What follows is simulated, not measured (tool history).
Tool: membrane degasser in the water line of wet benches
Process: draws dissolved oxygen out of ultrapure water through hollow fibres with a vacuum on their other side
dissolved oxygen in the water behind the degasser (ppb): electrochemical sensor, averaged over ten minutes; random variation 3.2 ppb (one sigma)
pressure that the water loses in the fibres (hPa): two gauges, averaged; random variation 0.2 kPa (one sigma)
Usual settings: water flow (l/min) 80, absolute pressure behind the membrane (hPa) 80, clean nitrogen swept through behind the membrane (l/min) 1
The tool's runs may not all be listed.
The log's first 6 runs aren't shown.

run    hour  water flow (l/min)  absolute pressure behind the membrane (hPa)  clean nitrogen swept through behind the membrane (l/min)  hours since the membrane was changed  hours since the vacuum gauge was calibrated  hours since the vacuum lines were made tight  dissolved oxygen in the water behind the degasser (ppb)  pressure that the water loses in the fibres (hPa)
  7  1094.3                  80                                           80                                                      0.88                                  4934                                         3421                                          7684                                                    703.5                                              469.7
       1233  -- vacuum gauge calibrated
  8  1281.8                  80                                           80                                                      0.88                                  5121                                           49                                          7871                                                    712.1                                              471.3
  9  1390.7                  80                                           80                                                         1                                  5230                                          158                                          7980                                                    652.8                                              470.1
 10  1577.5                  80                                           80                                                         1                                  5417                                          344                                          8167                                                    656.9                                              474.4
 11  1712.3                  80                                           80                                                         1                                  5552                                          479                                          8302                                                    655.6                                              471.4
 12  1966.7                  80                                           80                                                         1                                  5806                                          734                                          8556                                                    660.1                                                474
 13  2123.5                  80                                           80                                                      0.53                                  5963                                          890                                          8713                                                    917.4                                              472.1
 14  2357.1                  80                                           80                                                         1                                  6197                                         1124                                          8947                                                    658.6                                                475
 15  2524.6                  80                                           80                                                         1                                  6364                                         1292                                          9114                                                    661.8                                              476.9
     2699.1  -- vacuum gauge calibrated, once more
 16  2699.1                  80                                         67.9                                                         1                                  6538                                            0                                          9288                                                    492.1                                              474.1
 17  2952.2                  80                                           80                                                         1                                  6791                                          253                                          9541                                                    637.8                                              476.4
 18  3165.1                 119                                           80                                                         1                                  7004                                          466                                          9754                                                      833                                              706.7

Run 19 comes next. What will it give?
 19  3290.7                  96                                        199.2                                                      1.18                                  7130                                          592                                          9880                                                        ?                                                  ?

Run 19 gave dissolved oxygen in the water behind the degasser (ppb) 1913.3, pressure that the water loses in the fibres (hPa) 568.9.
Without the tool's hidden state the same run would have given dissolved oxygen in the water behind the degasser (ppb) 1915.3, pressure that the water loses in the fibres (hPa) 556.4.
